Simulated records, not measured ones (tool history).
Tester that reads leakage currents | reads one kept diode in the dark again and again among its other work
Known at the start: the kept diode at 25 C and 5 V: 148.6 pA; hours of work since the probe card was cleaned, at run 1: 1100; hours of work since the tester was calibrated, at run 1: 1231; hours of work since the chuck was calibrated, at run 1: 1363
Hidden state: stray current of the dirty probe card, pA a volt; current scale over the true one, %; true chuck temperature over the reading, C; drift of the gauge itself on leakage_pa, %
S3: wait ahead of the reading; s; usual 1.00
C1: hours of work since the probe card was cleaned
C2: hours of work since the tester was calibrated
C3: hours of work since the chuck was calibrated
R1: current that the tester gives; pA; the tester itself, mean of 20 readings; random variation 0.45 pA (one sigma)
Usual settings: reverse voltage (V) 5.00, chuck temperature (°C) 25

{"run": 1, "hour": 0.0, "reverse voltage (V)": 5.0, "chuck temperature (°C)": 25, "S3": 1.0, "C1": 1100, "C2": 1231, "C3": 1363, "R1": 145.08}
{"run": 2, "hour": 100.4, "reverse voltage (V)": 5.0, "chuck temperature (°C)": 46, "S3": 1.0, "C1": 1171, "C2": 1303, "C3": 1434, "R1": 862.41}
{"run": 3, "hour": 195.4, "reverse voltage (V)": 5.0, "chuck temperature (°C)": 46, "S3": 1.0, "C1": 1239, "C2": 1370, "C3": 1502, "R1": 858.41}
{"run": 4, "hour": 331.2, "reverse voltage (V)": 5.0, "chuck temperature (°C)": 46, "S3": 1.0, "C1": 1336, "C2": 1467, "C3": 1599, "R1": 856.44}
{"hour": 342.9, "done": "chuck's temperature calibrated"}
{"run": 5, "hour": 456.7, "reverse voltage (V)": 5.0, "chuck temperature (°C)": 46, "S3": 1.0, "C1": 1424, "C2": 1555, "C3": 81, "R1": 841.71}
{"run": 6, "hour": 531.4, "reverse voltage (V)": 5.0, "chuck temperature (°C)": 46, "S3": 1.0, "C1": 1477, "C2": 1609, "C3": 134, "R1": 843.14}
{"run": 7, "hour": 626.8, "reverse voltage (V)": 4.91, "chuck temperature (°C)": 54, "S3": 5.72, "C1": 1545, "C2": 1677, "C3": 202, "R1": 1563.59}
{"run": 8, "hour": 711.4, "reverse voltage (V)": 4.37, "chuck temperature (°C)": 54, "S3": 0.38, "C1": 1606, "C2": 1737, "C3": 263, "R1": 1478.92}
{"run": 9, "hour": 832.9, "reverse voltage (V)": 4.37, "chuck temperature (°C)": 54, "S3": 0.38, "C1": 1692, "C2": 1824, "C3": 349, "R1": 1462.02}
{"run": 10, "hour": 908.6, "reverse voltage (V)": 5.0, "chuck temperature (°C)": 43, "S3": 0.33, "C1": 1746, "C2": 1878, "C3": 403, "R1": 655.89}
{"hour": 1019.0, "done": "chuck's temperature calibrated, once more"}
{"run": 11, "hour": 1035.1, "reverse voltage (V)": 5.0, "chuck temperature (°C)": 43, "S3": 0.33, "C1": 1835, "C2": 1966, "C3": 12, "R1": 712.52}
{"run": 12, "hour": 1128.6, "reverse voltage (V)": 19.11, "chuck temperature (°C)": 29, "S3": 0.74, "C1": 1902, "C2": 2033, "C3": 78, "R1": 440.71}

Forecast each of these 5 alternatives for the next run:
{"run": "A", "hour": 1223.6, "reverse voltage (V)": 19.11, "chuck temperature (°C)": 31, "S3": 3.81, "C1": 1969, "C2": 2101, "C3": 146, "R1": "?"}
{"run": "B", "hour": 1223.6, "reverse voltage (V)": 16.09, "chuck temperature (°C)": 22, "S3": 0.78, "C1": 1969, "C2": 2101, "C3": 146, "R1": "?"}
{"run": "C", "hour": 1223.6, "reverse voltage (V)": 19.11, "chuck temperature (°C)": 29, "S3": 5.55, "C1": 1969, "C2": 2101, "C3": 146, "R1": "?"}
{"run": "D", "hour": 1223.6, "reverse voltage (V)": 1.2, "chuck temperature (°C)": 25, "S3": 2.13, "C1": 1969, "C2": 2101, "C3": 146, "R1": "?"}
{"run": "E", "hour": 1223.6, "reverse voltage (V)": 19.11, "chuck temperature (°C)": 29, "S3": 1.74, "C1": 1969, "C2": 2101, "C3": 146, "R1": "?"}

run=A R1=516.32
run=B R1=224.91
run=C R1=432.05
run=D R1=72.89
run=E R1=438.03
Without the tool's hidden state the same runs would have given:
run=A R1=501.94
run=B R1=206.73
run=C R1=415.51
run=D R1=73.26
run=E R1=421.37
